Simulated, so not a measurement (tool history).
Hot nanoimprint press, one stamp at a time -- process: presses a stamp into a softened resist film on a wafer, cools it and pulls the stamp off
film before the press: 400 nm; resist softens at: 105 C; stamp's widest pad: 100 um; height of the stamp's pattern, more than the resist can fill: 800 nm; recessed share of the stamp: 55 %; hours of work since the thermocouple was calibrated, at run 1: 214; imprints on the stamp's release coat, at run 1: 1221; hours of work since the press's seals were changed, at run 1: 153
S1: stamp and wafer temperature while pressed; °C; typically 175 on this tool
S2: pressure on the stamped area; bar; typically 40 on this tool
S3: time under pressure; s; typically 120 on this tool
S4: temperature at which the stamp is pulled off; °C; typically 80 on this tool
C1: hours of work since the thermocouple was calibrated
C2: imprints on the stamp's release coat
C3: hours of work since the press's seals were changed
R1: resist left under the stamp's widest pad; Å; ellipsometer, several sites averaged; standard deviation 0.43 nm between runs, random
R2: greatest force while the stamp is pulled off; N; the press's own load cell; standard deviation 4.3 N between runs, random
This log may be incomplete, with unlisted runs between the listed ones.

run 1 day=0 | S1=175 S2=40 S3=120 S4=80 | C1=214 C2=1221 C3=153 | R1=1780 R2=213
run 2 day=2.483 | S1=175 S2=40 S3=120 S4=80 | C1=260 C2=1486 C3=199 | R1=1771 R2=205
-- day=3.379 plate thermocouple calibrated
-- day=4.842 stamp cleaned and given a new release coat
run 3 day=4.875 | S1=175 S2=53.4 S3=120 S4=80 | C1=23 C2=3 C3=237 | R1=1569 R2=213
run 4 day=7.154 | S1=175 S2=53.4 S3=120 S4=80 | C1=66 C2=246 C3=279 | R1=1570 R2=214
run 5 day=8.683 | S1=175 S2=40 S3=120 S4=80 | C1=94 C2=408 C3=308 | R1=1777 R2=215
run 6 day=11.054 | S1=175 S2=40 S3=120 S4=80 | C1=138 C2=661 C3=352 | R1=1772 R2=204
run 7 day=12.25 | S1=175 S2=40 S3=120 S4=80 | C1=160 C2=788 C3=374 | R1=1777 R2=210
run 8 day=14.45 | S1=175 S2=40 S3=120 S4=80 | C1=201 C2=1022 C3=415 | R1=1777 R2=214
run 9 day=16.208 | S1=175 S2=40 S3=120 S4=80 | C1=234 C2=1209 C3=448 | R1=1784 R2=213
-- day=18.512 plate thermocouple calibrated
run 10 day=18.804 | S1=175 S2=40 S3=76 S4=80 | C1=5 C2=1472 C3=494 | R1=2109 R2=201
run 11 day=20.421 | S1=175 S2=40 S3=76 S4=80 | C1=35 C2=1644 C3=524 | R1=2105 R2=203
-- day=21.196 stamp cleaned and given a new release coat
run 12 day=22.175 | S1=175 S2=40 S3=76 S4=80 | C1=63 C2=105 C3=552 | R1=2098 R2=210
run 13 day=24.625 | S1=175 S2=40 S3=76 S4=80 | C1=109 C2=365 C3=597 | R1=2107 R2=206
run 14 day=26.046 | S1=175 S2=40 S3=76 S4=80 | C1=135 C2=516 C3=624 | R1=2108 R2=210
run 15 day=27.8 | S1=175 S2=40 S3=120 S4=80 | C1=168 C2=703 C3=656 | R1=1775 R2=202
run 16 day=30.096 | S1=175 S2=40 S3=120 S4=80 | C1=211 C2=947 C3=699 | R1=1774 R2=205
run 17 day=31.138 | S1=166 S2=27 S3=74 S4=78 | C1=230 C2=1058 C3=718 | R1=2976 R2=214
run 18 day=33.038 | S1=175 S2=40 S3=163 S4=80 | C1=266 C2=1260 C3=754 | R1=1567 R2=207
-- day=33.6 plate thermocouple calibrated
run 19 day=35.558 | S1=181 S2=40 S3=85 S4=75 | C1=36 C2=1515 C3=798 | R1=1716 R2=227
-- day=37.588 stamp cleaned and given a new release coat
run 20 day=37.796 | S1=181 S2=40 S3=99 S4=74 | C1=73 C2=21 C3=835 | R1=1604 R2=220
run 21 day=39.529 | S1=175 S2=40 S3=112 S4=72 | C1=106 C2=206 C3=868 | R1=1831 R2=231
run 22 day=40.733 | S1=165 S2=40 S3=112 S4=72 | C1=128 C2=334 C3=890 | R1=2446 R2=227
run 23 day=42.979 | S1=175 S2=55.4 S3=112 S4=84 | C1=170 C2=573 C3=932 | R1=1587 R2=194
-- day=45.308 press's hydraulic seals changed and the load cell set to zero
run 24 day=45.425 | S1=173 S2=38.1 S3=69 S4=65 | C1=209 C2=798 C3=2 | R1=2342 R2=249
run 25 day=47.729 | S1=175 S2=27.1 S3=167 S4=80 | C1=252 C2=1043 C3=45 | R1=1840 R2=211

Run 26 has not been measured yet. What should we expect?
-- day=48.962 plate thermocouple calibrated
run 26 day=49.212 | S1=175 S2=27.1 S3=167 S4=80 | C1=5 C2=1188 C3=70 | R1=? R2=?

{"run 26": {"R1": 1830, "R2": 216}}
With the hidden condition absent and the run-to-run variation left alone, this run would have shown R1 1829 Å, R2 214 N.
